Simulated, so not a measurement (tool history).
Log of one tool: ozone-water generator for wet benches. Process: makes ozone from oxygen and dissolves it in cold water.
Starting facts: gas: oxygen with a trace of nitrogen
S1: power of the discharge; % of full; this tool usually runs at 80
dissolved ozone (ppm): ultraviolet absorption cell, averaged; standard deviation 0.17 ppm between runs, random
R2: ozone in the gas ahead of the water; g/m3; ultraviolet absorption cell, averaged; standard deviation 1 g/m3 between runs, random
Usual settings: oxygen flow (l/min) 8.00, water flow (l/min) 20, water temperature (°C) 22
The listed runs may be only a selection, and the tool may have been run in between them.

run 1 day=0.000 | S1=80 oxygen_flow_(l/min)=8.00 water_flow_(l/min)=20 water_temperature_(°C)=22 | dissolved_ozone_(ppm)=22.1 R2=179.0
run 2 day=5.054 | S1=80 oxygen_flow_(l/min)=8.00 water_flow_(l/min)=20 water_temperature_(°C)=22 | dissolved_ozone_(ppm)=22.2 R2=177.9
run 3 day=12.762 | S1=80 oxygen_flow_(l/min)=8.00 water_flow_(l/min)=20 water_temperature_(°C)=22 | dissolved_ozone_(ppm)=22.0 R2=177.5
run 4 day=20.317 | S1=80 oxygen_flow_(l/min)=8.00 water_flow_(l/min)=20 water_temperature_(°C)=22 | dissolved_ozone_(ppm)=21.9 R2=177.6
run 5 day=27.392 | S1=80 oxygen_flow_(l/min)=14.10 water_flow_(l/min)=20 water_temperature_(°C)=22 | dissolved_ozone_(ppm)=22.0 R2=145.7
run 6 day=32.496 | S1=80 oxygen_flow_(l/min)=14.10 water_flow_(l/min)=20 water_temperature_(°C)=22 | dissolved_ozone_(ppm)=22.2 R2=146.4
run 7 day=40.304 | S1=80 oxygen_flow_(l/min)=8.00 water_flow_(l/min)=20 water_temperature_(°C)=22 | dissolved_ozone_(ppm)=22.3 R2=176.4
run 8 day=44.104 | S1=80 oxygen_flow_(l/min)=8.00 water_flow_(l/min)=20 water_temperature_(°C)=22 | dissolved_ozone_(ppm)=22.0 R2=175.9
run 9 day=48.642 | S1=44 oxygen_flow_(l/min)=8.00 water_flow_(l/min)=20 water_temperature_(°C)=22 | dissolved_ozone_(ppm)=14.2 R2=112.8
run 10 day=52.333 | S1=80 oxygen_flow_(l/min)=8.00 water_flow_(l/min)=20 water_temperature_(°C)=22 | dissolved_ozone_(ppm)=22.2 R2=175.5
run 11 day=57.096 | S1=80 oxygen_flow_(l/min)=8.00 water_flow_(l/min)=20 water_temperature_(°C)=15 | dissolved_ozone_(ppm)=24.9 R2=176.6
run 12 day=62.529 | S1=80 oxygen_flow_(l/min)=8.00 water_flow_(l/min)=20 water_temperature_(°C)=15 | dissolved_ozone_(ppm)=24.7 R2=174.8
run 13 day=68.104 | S1=80 oxygen_flow_(l/min)=8.00 water_flow_(l/min)=20 water_temperature_(°C)=15 | dissolved_ozone_(ppm)=25.0 R2=172.4
run 14 day=73.829 | S1=80 oxygen_flow_(l/min)=8.00 water_flow_(l/min)=20 water_temperature_(°C)=15 | dissolved_ozone_(ppm)=24.5 R2=173.0
run 15 day=80.429 | S1=80 oxygen_flow_(l/min)=8.00 water_flow_(l/min)=20 water_temperature_(°C)=15 | dissolved_ozone_(ppm)=25.0 R2=172.8
-- day=84.054 gauge calibrated
run 16 day=87.188 | S1=80 oxygen_flow_(l/min)=8.00 water_flow_(l/min)=20 water_temperature_(°C)=15 | dissolved_ozone_(ppm)=25.0 R2=178.3
run 17 day=93.562 | S1=80 oxygen_flow_(l/min)=6.42 water_flow_(l/min)=20 water_temperature_(°C)=22 | dissolved_ozone_(ppm)=21.7 R2=190.9
run 18 day=99.742 | S1=47 oxygen_flow_(l/min)=5.35 water_flow_(l/min)=27 water_temperature_(°C)=28 | dissolved_ozone_(ppm)=10.2 R2=136.8
run 19 day=104.938 | S1=80 oxygen_flow_(l/min)=9.69 water_flow_(l/min)=20 water_temperature_(°C)=29 | dissolved_ozone_(ppm)=19.1 R2=167.4
run 20 day=108.862 | S1=80 oxygen_flow_(l/min)=6.16 water_flow_(l/min)=20 water_temperature_(°C)=22 | dissolved_ozone_(ppm)=21.3 R2=193.5
run 21 day=115.800 | S1=66 oxygen_flow_(l/min)=4.13 water_flow_(l/min)=20 water_temperature_(°C)=28 | dissolved_ozone_(ppm)=15.8 R2=191.9
run 22 day=121.288 | S1=77 oxygen_flow_(l/min)=7.14 water_flow_(l/min)=17 water_temperature_(°C)=22 | dissolved_ozone_(ppm)=23.9 R2=174.6
run 23 day=125.929 | S1=92 oxygen_flow_(l/min)=8.00 water_flow_(l/min)=20 water_temperature_(°C)=27 | dissolved_ozone_(ppm)=22.2 R2=194.6
run 24 day=132.804 | S1=98 oxygen_flow_(l/min)=8.00 water_flow_(l/min)=20 water_temperature_(°C)=15 | dissolved_ozone_(ppm)=28.7 R2=203.1
run 25 day=139.483 | S1=98 oxygen_flow_(l/min)=8.00 water_flow_(l/min)=20 water_temperature_(°C)=15 | dissolved_ozone_(ppm)=28.9 R2=202.4
run 26 day=143.675 | S1=80 oxygen_flow_(l/min)=8.00 water_flow_(l/min)=20 water_temperature_(°C)=19 | dissolved_ozone_(ppm)=23.1 R2=174.2
-- day=148.996 water thermometer calibrated
run 27 day=149.171 | S1=55 oxygen_flow_(l/min)=8.00 water_flow_(l/min)=12 water_temperature_(°C)=19 | dissolved_ozone_(ppm)=25.0 R2=131.6
-- day=149.988 contactor cleaned
run 28 day=152.554 | S1=56 oxygen_flow_(l/min)=11.83 water_flow_(l/min)=20 water_temperature_(°C)=22 | dissolved_ozone_(ppm)=17.2 R2=118.4
run 29 day=158.296 | S1=57 oxygen_flow_(l/min)=7.22 water_flow_(l/min)=31 water_temperature_(°C)=20 | dissolved_ozone_(ppm)=12.4 R2=140.5
run 30 day=162.529 | S1=78 oxygen_flow_(l/min)=7.59 water_flow_(l/min)=20 water_temperature_(°C)=28 | dissolved_ozone_(ppm)=19.2 R2=175.8
run 31 day=166.012 | S1=80 oxygen_flow_(l/min)=8.00 water_flow_(l/min)=27 water_temperature_(°C)=22 | dissolved_ozone_(ppm)=17.3 R2=173.2
run 32 day=172.829 | S1=80 oxygen_flow_(l/min)=4.45 water_flow_(l/min)=23 water_temperature_(°C)=14 | dissolved_ozone_(ppm)=19.6 R2=209.2
run 33 day=179.225 | S1=68 oxygen_flow_(l/min)=4.07 water_flow_(l/min)=20 water_temperature_(°C)=22 | dissolved_ozone_(ppm)=17.3 R2=190.4
run 34 day=185.788 | S1=68 oxygen_flow_(l/min)=4.07 water_flow_(l/min)=20 water_temperature_(°C)=22 | dissolved_ozone_(ppm)=17.3 R2=191.5

Here are 3 independent what-if runs from the current tool condition. What would each one return?
run A day=192.233 | S1=68 oxygen_flow_(l/min)=4.07 water_flow_(l/min)=20 water_temperature_(°C)=18 | dissolved_ozone_(ppm)=? R2=?
run B day=192.233 | S1=80 oxygen_flow_(l/min)=8.00 water_flow_(l/min)=26 water_temperature_(°C)=23 | dissolved_ozone_(ppm)=? R2=?
run C day=192.233 | S1=80 oxygen_flow_(l/min)=9.28 water_flow_(l/min)=27 water_temperature_(°C)=22 | dissolved_ozone_(ppm)=? R2=?

run=A dissolved_ozone_(ppm)=18.4 R2=191.3
run=B dissolved_ozone_(ppm)=17.6 R2=170.5
run=C dissolved_ozone_(ppm)=17.8 R2=163.1
What these runs would have given with no unlogged condition in the tool:
run=A dissolved_ozone_(ppm)=18.4 R2=199.2
run=B dissolved_ozone_(ppm)=17.6 R2=177.6
run=C dissolved_ozone_(ppm)=17.9 R2=169.8

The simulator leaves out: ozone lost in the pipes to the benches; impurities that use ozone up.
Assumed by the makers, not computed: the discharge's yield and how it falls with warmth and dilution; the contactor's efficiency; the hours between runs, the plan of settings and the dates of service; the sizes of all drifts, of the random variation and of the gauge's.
